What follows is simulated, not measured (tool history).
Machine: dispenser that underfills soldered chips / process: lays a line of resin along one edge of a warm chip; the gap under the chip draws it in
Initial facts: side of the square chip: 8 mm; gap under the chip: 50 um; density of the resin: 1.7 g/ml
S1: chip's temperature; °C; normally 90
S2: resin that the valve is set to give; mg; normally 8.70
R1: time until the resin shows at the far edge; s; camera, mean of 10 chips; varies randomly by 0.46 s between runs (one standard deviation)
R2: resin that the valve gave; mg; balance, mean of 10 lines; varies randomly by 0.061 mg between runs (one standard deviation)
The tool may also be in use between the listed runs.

run   hour   S1     S2    R1     R2
  1    0.0   90   8.70  61.7   8.36
       3.9  -- new syringe of resin
  2    4.5   90   8.70  34.3   8.31
  3   11.2   90   8.70  48.7   8.34
      18.8  -- new syringe of resin
  4   19.1   90   8.70  35.3   8.27
  5   26.7   90   8.70  51.8   8.34
      33.6  -- new syringe of resin
  6   33.6   90   8.70  34.9   8.34
  7   41.4   90   8.70  51.0   8.25
      48.6  -- new syringe of resin
  8   50.1   90   8.70  37.2   8.16
  9   57.7   90   8.70  55.5   8.24
 10   62.4   90   8.70  69.6   8.19
      63.4  -- new syringe of resin
 11   68.2   90   8.70  46.2   8.19
 12   74.0   90   8.70  60.8   8.18
      78.2  -- new syringe of resin
 13   81.6   90   8.70  42.1   8.16
 14   86.5   90   8.55  53.2   8.07
 15   90.9   90   8.55  66.2   7.99
      93.3  -- new syringe of resin
 16   97.5  101   9.32  31.0   8.61
     103.2  -- dispensing valve cleaned and set on the balance
 17  103.2  101   9.32  38.3   9.21
 18  108.1  100   7.87  52.1   7.83
     109.1  -- new syringe of resin
 19  112.7   79  10.92  57.5  10.80
 20  117.0   79  10.92  71.5  11.06
 21  121.0   79  10.92  87.6  10.61
     123.9  -- new syringe of resin
 22  127.0   79  10.92  55.1  10.74
 23  133.0   90   7.53  55.8   7.37
 24  136.7   82   9.75  82.4   9.65
     138.6  -- new syringe of resin
 25  145.1   95   8.04  42.2   7.96
 26  151.9   95   8.04  58.3   7.88
     154.0  -- new syringe of resin
 27  158.4   95   8.04  37.8   7.82
 28  163.9   95   9.28  48.2   9.11

Some steps in R1, run to run, broken into two amounts with sign: the step expected even without the hidden condition (settings, incoming material, random variation), and the rest, left for the hidden condition together with whatever gauge scatter is not in both the measured and the hidden-condition-free result:
Hidden state present: resin's viscosity, % of fresh resin's; dose that the valve gives, % of what is set; true chip temperature over the reading, C; drift of the gauge itself on fill_s, %; drift of the gauge itself on given_mg, %.
Run 15 -> 16: S1 90 -> 101, S2 8.55 -> 9.32, new syringe of resin. R1 -35.2 s: hidden state -25.2, all else -10.0.
Run 21 -> 22: new syringe of resin. R1 -32.5 s: hidden state -32.1, all else -0.4.
Run 24 -> 25: S1 82 -> 95, S2 9.75 -> 8.04, new syringe of resin. R1 -40.2 s: hidden state -27.0, all else -13.2.
